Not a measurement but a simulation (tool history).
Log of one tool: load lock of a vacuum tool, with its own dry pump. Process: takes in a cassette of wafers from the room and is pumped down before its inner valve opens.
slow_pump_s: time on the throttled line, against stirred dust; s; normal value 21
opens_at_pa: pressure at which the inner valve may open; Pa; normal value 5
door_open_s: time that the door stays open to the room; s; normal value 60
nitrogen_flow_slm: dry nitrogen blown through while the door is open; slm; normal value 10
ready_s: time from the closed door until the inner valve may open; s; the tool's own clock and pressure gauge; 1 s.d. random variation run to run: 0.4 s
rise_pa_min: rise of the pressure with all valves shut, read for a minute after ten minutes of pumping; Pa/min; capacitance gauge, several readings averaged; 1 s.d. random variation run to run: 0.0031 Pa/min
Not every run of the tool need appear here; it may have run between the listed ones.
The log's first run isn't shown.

run,hour,slow_pump_s,opens_at_pa,door_open_s,nitrogen_flow_slm,hours that the pump has run since its overhaul,times that the door has closed on its seal,"incoming humidity of the room's air, %",ready_s,rise_pa_min
2,245.4,21,5,60,10,6140,18634,41.7,46.8,0.347
3,491.5,21,5,60,10,6386,19059,47.1,45.3,0.369
4,693.2,21,5,60,10,6588,19408,42.7,45.5,0.366
5,918.7,21,5,60,10,6814,19798,46.7,45.8,0.391
6,1091.5,12,5,60,10,6987,20096,43.4,39.5,0.392
7,1284.1,21,5,60,10,7179,20429,44.4,47.2,0.395
8,1552.7,21,5,60,5,7448,20894,46,46.3,0.429
9,1770,21,5,60,5,7665,21269,46.7,47.4,0.433
10,2042.9,13,5,60,5,7938,21741,44.4,41.5,0.439
11,2199.6,21,5,60,10,8095,22012,43.9,47.2,0.442
12,2514.4,21,5,60,10,8409,22556,47.1,47.6,0.46
13,2840.3,21,5,60,10,8735,23120,46.6,47.8,0.473
14,3202.2,21,5,60,10,9097,23745,43.5,47.9,0.497
15,3482.3,21,5,60,10,9377,24229,45.4,48.6,0.517
16,3772.3,21,5,60,10,9667,24731,45.6,48.2,0.525
17,4064,21,5,60,10,9959,25235,44.9,48.3,0.541
18,4373.9,16,5,60,10,10269,25771,46.3,45.7,0.555
19,4548.7,16,5,60,10,10444,26073,40.1,44.6,0.575
20,4729.7,35,7,60,10,10625,26386,46.6,56.4,0.577
21,5094.9,35,5,49,13,10990,27017,43,57.9,0.581
22,5471.9,11,9,60,8,11367,27669,46.4,40.1,0.616
# hour 5619.1: door's seal changed, seat wiped
23,5806.3,18,9,60,8,11700,324,45.7,45.7,0.091
24,6015,18,9,60,8,11909,684,41.9,44.8,0.093
25,6363.9,21,5,60,18,12257,1287,43.8,50,0.088

Run 26 has not been measured yet. What should we expect?
26,6639.4,21,5,60,18,12533,1764,47.6,?,?

ready_s: 49.5 s
rise_pa_min: 0.096 Pa/min
The same run, on a tool lacking any hidden state, would have yielded ready_s 42.7 s, rise_pa_min 0.085 Pa/min.
